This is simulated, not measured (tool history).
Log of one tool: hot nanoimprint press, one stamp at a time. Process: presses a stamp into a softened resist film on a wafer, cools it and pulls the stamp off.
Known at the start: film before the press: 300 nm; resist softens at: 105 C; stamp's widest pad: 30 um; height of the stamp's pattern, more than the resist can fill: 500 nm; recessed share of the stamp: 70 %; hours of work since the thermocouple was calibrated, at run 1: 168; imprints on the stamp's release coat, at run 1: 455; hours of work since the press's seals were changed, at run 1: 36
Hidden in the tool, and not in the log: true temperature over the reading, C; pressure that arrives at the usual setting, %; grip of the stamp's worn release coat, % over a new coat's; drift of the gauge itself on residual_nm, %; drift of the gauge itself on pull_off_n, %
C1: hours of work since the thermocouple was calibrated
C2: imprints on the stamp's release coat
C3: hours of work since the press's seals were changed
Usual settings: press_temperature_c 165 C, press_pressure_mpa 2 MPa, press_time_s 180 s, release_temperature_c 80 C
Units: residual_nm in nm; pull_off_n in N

run 1 day=0 | press_temperature_c=165 press_pressure_mpa=2 press_time_s=180 release_temperature_c=80 | C1=168 C2=455 C3=36 | residual_nm=149.9 pull_off_n=193
run 2 day=0.508 | press_temperature_c=165 press_pressure_mpa=2 press_time_s=180 release_temperature_c=80 | C1=174 C2=492 C3=41 | residual_nm=148.9 pull_off_n=188
run 3 day=0.971 | press_temperature_c=165 press_pressure_mpa=2 press_time_s=180 release_temperature_c=80 | C1=179 C2=527 C3=46 | residual_nm=150.8 pull_off_n=196
run 4 day=1.542 | press_temperature_c=165 press_pressure_mpa=2 press_time_s=180 release_temperature_c=80 | C1=185 C2=568 C3=53 | residual_nm=149.6 pull_off_n=189
run 5 day=1.858 | press_temperature_c=162 press_pressure_mpa=2 press_time_s=180 release_temperature_c=80 | C1=189 C2=592 C3=56 | residual_nm=172 pull_off_n=194
run 6 day=2.546 | press_temperature_c=165 press_pressure_mpa=2 press_time_s=180 release_temperature_c=80 | C1=196 C2=642 C3=64 | residual_nm=150.2 pull_off_n=195
run 7 day=2.846 | press_temperature_c=165 press_pressure_mpa=2 press_time_s=180 release_temperature_c=71 | C1=200 C2=664 C3=67 | residual_nm=150.8 pull_off_n=243
run 8 day=3.525 | press_temperature_c=165 press_pressure_mpa=2 press_time_s=180 release_temperature_c=71 | C1=207 C2=713 C3=75 | residual_nm=150.5 pull_off_n=249
run 9 day=4.062 | press_temperature_c=165 press_pressure_mpa=2 press_time_s=180 release_temperature_c=71 | C1=213 C2=753 C3=80 | residual_nm=150.8 pull_off_n=246
run 10 day=4.712 | press_temperature_c=153 press_pressure_mpa=2 press_time_s=180 release_temperature_c=80 | C1=220 C2=800 C3=88 | residual_nm=239.8 pull_off_n=197
run 11 day=5.2 | press_temperature_c=153 press_pressure_mpa=2 press_time_s=180 release_temperature_c=78 | C1=225 C2=836 C3=93 | residual_nm=240.1 pull_off_n=211
run 12 day=5.821 | press_temperature_c=165 press_pressure_mpa=2 press_time_s=180 release_temperature_c=80 | C1=232 C2=882 C3=100 | residual_nm=150.9 pull_off_n=203
run 13 day=6.488 | press_temperature_c=165 press_pressure_mpa=2 press_time_s=180 release_temperature_c=80 | C1=240 C2=930 C3=107 | residual_nm=152.2 pull_off_n=207
run 14 day=7.071 | press_temperature_c=165 press_pressure_mpa=2.45 press_time_s=180 release_temperature_c=80 | C1=246 C2=973 C3=114 | residual_nm=139.1 pull_off_n=200
run 15 day=7.517 | press_temperature_c=165 press_pressure_mpa=2.45 press_time_s=180 release_temperature_c=80 | C1=251 C2=1006 C3=119 | residual_nm=140 pull_off_n=206
run 16 day=8.092 | press_temperature_c=165 press_pressure_mpa=1.38 press_time_s=359 release_temperature_c=83 | C1=257 C2=1048 C3=125 | residual_nm=135.2 pull_off_n=189
-- day=8.271 plate thermocouple calibrated
run 17 day=8.875 | press_temperature_c=155 press_pressure_mpa=2 press_time_s=300 release_temperature_c=80 | C1=7 C2=1096 C3=132 | residual_nm=201.2 pull_off_n=207
run 18 day=9.529 | press_temperature_c=173 press_pressure_mpa=1.3 press_time_s=300 release_temperature_c=86 | C1=14 C2=1144 C3=139 | residual_nm=101.4 pull_off_n=180
-- day=10.042 plate thermocouple calibrated, once more
run 19 day=10.096 | press_temperature_c=175 press_pressure_mpa=2.78 press_time_s=95 release_temperature_c=76 | C1=1 C2=1176 C3=144 | residual_nm=104.9 pull_off_n=233
run 20 day=10.654 | press_temperature_c=162 press_pressure_mpa=1.37 press_time_s=190 release_temperature_c=80 | C1=7 C2=1217 C3=150 | residual_nm=191.9 pull_off_n=212
run 21 day=11.229 | press_temperature_c=169 press_pressure_mpa=1.73 press_time_s=120 release_temperature_c=88 | C1=13 C2=1259 C3=157 | residual_nm=153.6 pull_off_n=166
run 22 day=11.779 | press_temperature_c=165 press_pressure_mpa=2.76 press_time_s=180 release_temperature_c=80 | C1=19 C2=1300 C3=163 | residual_nm=130.8 pull_off_n=221
run 23 day=12.175 | press_temperature_c=165 press_pressure_mpa=2.76 press_time_s=180 release_temperature_c=80 | C1=24 C2=1329 C3=167 | residual_nm=131.1 pull_off_n=211
run 24 day=12.825 | press_temperature_c=165 press_pressure_mpa=2.76 press_time_s=180 release_temperature_c=80 | C1=31 C2=1376 C3=174 | residual_nm=131.2 pull_off_n=218
run 25 day=13.333 | press_temperature_c=157 press_pressure_mpa=3.05 press_time_s=180 release_temperature_c=66 | C1=36 C2=1413 C3=180 | residual_nm=184.6 pull_off_n=309
run 26 day=13.917 | press_temperature_c=157 press_pressure_mpa=3.05 press_time_s=180 release_temperature_c=66 | C1=43 C2=1456 C3=186 | residual_nm=185.6 pull_off_n=309
-- day=14.592 stamp cleaned and given a new release coat
run 27 day=14.771 | press_temperature_c=157 press_pressure_mpa=3.05 press_time_s=180 release_temperature_c=66 | C1=49 C2=13 C3=193 | residual_nm=186.2 pull_off_n=243
run 28 day=15.408 | press_temperature_c=165 press_pressure_mpa=2.48 press_time_s=180 release_temperature_c=72 | C1=56 C2=60 C3=200 | residual_nm=136.8 pull_off_n=211
run 29 day=16.1 | press_temperature_c=177 press_pressure_mpa=3.17 press_time_s=180 release_temperature_c=72 | C1=64 C2=111 C3=208 | residual_nm=68.4 pull_off_n=215

Some steps in residual_nm between neighbouring runs. How much of each would the tool show without its hidden state too (settings, what came in, random variation), and how much is left for the hidden state, with any gauge scatter that isn't in both results?
Run 11 -> 12: press_temperature_c 153 -> 165, release_temperature_c 78 -> 80. residual_nm -89.2 nm: hidden state +0.2, all else -89.4.
Run 17 -> 18: press_temperature_c 155 -> 173, press_pressure_mpa 2 -> 1.3, release_temperature_c 80 -> 86. residual_nm -99.8 nm: hidden state -2.6, all else -97.2.
Run 18 -> 19: press_temperature_c 173 -> 175, press_pressure_mpa 1.3 -> 2.78, press_time_s 300 -> 95, release_temperature_c 86 -> 76, plate thermocouple calibrated, once more. residual_nm +3.5 nm: hidden state -2.3, all else +5.8.
